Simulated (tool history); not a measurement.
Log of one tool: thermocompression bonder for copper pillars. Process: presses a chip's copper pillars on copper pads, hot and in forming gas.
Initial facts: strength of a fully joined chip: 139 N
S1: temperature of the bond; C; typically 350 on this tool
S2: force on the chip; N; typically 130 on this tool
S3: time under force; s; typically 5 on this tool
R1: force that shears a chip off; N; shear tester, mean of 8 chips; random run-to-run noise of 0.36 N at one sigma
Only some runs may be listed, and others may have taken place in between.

run 1 hour=0.0 | S1=350 S2=130 S3=5 | R1=85.5
run 2 hour=31.9 | S1=350 S2=130 S3=5 | R1=84.4
run 3 hour=68.2 | S1=350 S2=130 S3=5 | R1=84.0
run 4 hour=100.7 | S1=350 S2=130 S3=5 | R1=83.1
-- hour=146.6 forming gas filter changed
run 5 hour=156.0 | S1=350 S2=130 S3=5 | R1=92.2
run 6 hour=201.2 | S1=350 S2=130 S3=5 | R1=91.8
run 7 hour=268.2 | S1=350 S2=130 S3=5 | R1=89.6
run 8 hour=313.5 | S1=350 S2=130 S3=5 | R1=88.2
run 9 hour=365.7 | S1=350 S2=130 S3=5 | R1=87.0
run 10 hour=402.7 | S1=350 S2=130 S3=5 | R1=86.1
run 11 hour=438.1 | S1=347 S2=130 S3=5 | R1=83.5
-- hour=499.6 forming gas filter changed
run 12 hour=504.7 | S1=350 S2=141 S3=5 | R1=100.7
run 13 hour=540.9 | S1=350 S2=141 S3=5 | R1=99.0
run 14 hour=582.8 | S1=350 S2=141 S3=5 | R1=97.7
run 15 hour=614.5 | S1=350 S2=130 S3=5 | R1=92.2
run 16 hour=660.9 | S1=350 S2=130 S3=5 | R1=91.2
-- hour=667.3 heater calibrated with a thermocouple chip
run 17 hour=726.3 | S1=350 S2=130 S3=5 | R1=90.0
run 18 hour=778.9 | S1=350 S2=130 S3=5 | R1=88.6
-- hour=822.8 heater calibrated with a thermocouple chip, once more
run 19 hour=824.3 | S1=350 S2=130 S3=5 | R1=85.5
-- hour=853.7 forming gas filter changed
run 20 hour=872.8 | S1=356 S2=130 S3=11 | R1=116.2
-- hour=878.6 force cell calibrated
run 21 hour=930.7 | S1=356 S2=130 S3=11 | R1=109.8
run 22 hour=958.9 | S1=362 S2=130 S3=15 | R1=119.0
run 23 hour=1000.0 | S1=362 S2=130 S3=15 | R1=117.4
run 24 hour=1062.5 | S1=362 S2=130 S3=15 | R1=115.3
run 25 hour=1095.2 | S1=356 S2=178 S3=5 | R1=108.1
run 26 hour=1124.3 | S1=356 S2=178 S3=5 | R1=106.4
run 27 hour=1188.9 | S1=356 S2=113 S3=12 | R1=96.0
-- hour=1205.6 forming gas filter changed
run 28 hour=1251.0 | S1=356 S2=113 S3=12 | R1=106.4
run 29 hour=1313.6 | S1=356 S2=113 S3=12 | R1=104.1
run 30 hour=1354.1 | S1=340 S2=105 S3=12 | R1=85.0
run 31 hour=1418.1 | S1=354 S2=130 S3=4 | R1=84.4
run 32 hour=1484.7 | S1=346 S2=108 S3=12 | R1=89.2
run 33 hour=1519.9 | S1=346 S2=108 S3=12 | R1=89.0
-- hour=1559.3 forming gas filter changed
run 34 hour=1565.2 | S1=346 S2=108 S3=12 | R1=97.5

Run 35 has not been measured yet. What should we expect?
run 35 hour=1605.4 | S1=346 S2=108 S3=12 | R1=?

{"run 35": {"R1": 96.3}}
If the tool had no hidden condition, the same run with the same run-to-run variation would have returned R1 93.5 N.

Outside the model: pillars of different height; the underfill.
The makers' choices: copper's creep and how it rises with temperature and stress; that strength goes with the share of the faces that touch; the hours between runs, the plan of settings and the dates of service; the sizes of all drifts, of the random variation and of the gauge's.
